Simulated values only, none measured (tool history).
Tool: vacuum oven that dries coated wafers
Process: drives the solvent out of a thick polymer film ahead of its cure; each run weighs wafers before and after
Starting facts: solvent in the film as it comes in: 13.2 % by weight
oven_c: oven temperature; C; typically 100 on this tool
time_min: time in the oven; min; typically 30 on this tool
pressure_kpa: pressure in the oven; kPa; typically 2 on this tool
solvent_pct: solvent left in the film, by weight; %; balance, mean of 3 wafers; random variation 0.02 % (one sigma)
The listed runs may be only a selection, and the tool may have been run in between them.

run 1 hour=0 | oven_c=100 time_min=30 pressure_kpa=2 | solvent_pct=1.37
run 2 hour=22.4 | oven_c=100 time_min=30 pressure_kpa=2 | solvent_pct=1.4
run 3 hour=46 | oven_c=100 time_min=30 pressure_kpa=2 | solvent_pct=1.39
run 4 hour=70.7 | oven_c=100 time_min=30 pressure_kpa=2.21 | solvent_pct=1.47
run 5 hour=96.2 | oven_c=100 time_min=30 pressure_kpa=1.81 | solvent_pct=1.26
run 6 hour=122.9 | oven_c=100 time_min=30 pressure_kpa=1.81 | solvent_pct=1.3
run 7 hour=148.5 | oven_c=100 time_min=30 pressure_kpa=1.81 | solvent_pct=1.26
-- hour=153.3 vacuum gauge cleaned of residue and calibrated
run 8 hour=184.6 | oven_c=100 time_min=30 pressure_kpa=1.81 | solvent_pct=1.31
run 9 hour=204.2 | oven_c=100 time_min=30 pressure_kpa=1.81 | solvent_pct=1.33
run 10 hour=228.9 | oven_c=100 time_min=30 pressure_kpa=1.81 | solvent_pct=1.3
run 11 hour=256.2 | oven_c=100 time_min=30 pressure_kpa=2 | solvent_pct=1.4
run 12 hour=295.3 | oven_c=100 time_min=30 pressure_kpa=2 | solvent_pct=1.36
run 13 hour=328 | oven_c=88 time_min=17 pressure_kpa=1.27 | solvent_pct=4.44
run 14 hour=356.4 | oven_c=113 time_min=30 pressure_kpa=2 | solvent_pct=0.7
-- hour=397 vacuum gauge cleaned of residue and calibrated, once more
run 15 hour=397 | oven_c=88 time_min=47 pressure_kpa=1.14 | solvent_pct=1.31
run 16 hour=428.8 | oven_c=100 time_min=30 pressure_kpa=2.73 | solvent_pct=1.57
run 17 hour=460.1 | oven_c=102 time_min=47 pressure_kpa=2.73 | solvent_pct=1.2
run 18 hour=499.5 | oven_c=111 time_min=18 pressure_kpa=5.74 | solvent_pct=2.15
run 19 hour=539.8 | oven_c=95 time_min=30 pressure_kpa=1.6 | solvent_pct=1.6
run 20 hour=579.1 | oven_c=91 time_min=18 pressure_kpa=1.65 | solvent_pct=3.64
run 21 hour=608.5 | oven_c=96 time_min=30 pressure_kpa=2 | solvent_pct=1.66
run 22 hour=641.8 | oven_c=96 time_min=30 pressure_kpa=2 | solvent_pct=1.62
run 23 hour=675.8 | oven_c=112 time_min=40 pressure_kpa=1.87 | solvent_pct=0.57

Predict each of these 3 candidate next runs independently; none follows another, all start after run 23:
run A hour=708.5 | oven_c=112 time_min=17 pressure_kpa=5.46 | solvent_pct=?
run B hour=708.5 | oven_c=112 time_min=29 pressure_kpa=5.27 | solvent_pct=?
run C hour=708.5 | oven_c=100 time_min=21 pressure_kpa=2 | solvent_pct=?

run=A solvent_pct=2
run=B solvent_pct=1.6
run=C solvent_pct=1.83
Without the tool's unlogged condition, the same runs would have read:
run=A solvent_pct=2.1
run=B solvent_pct=1.65
run=C solvent_pct=1.95
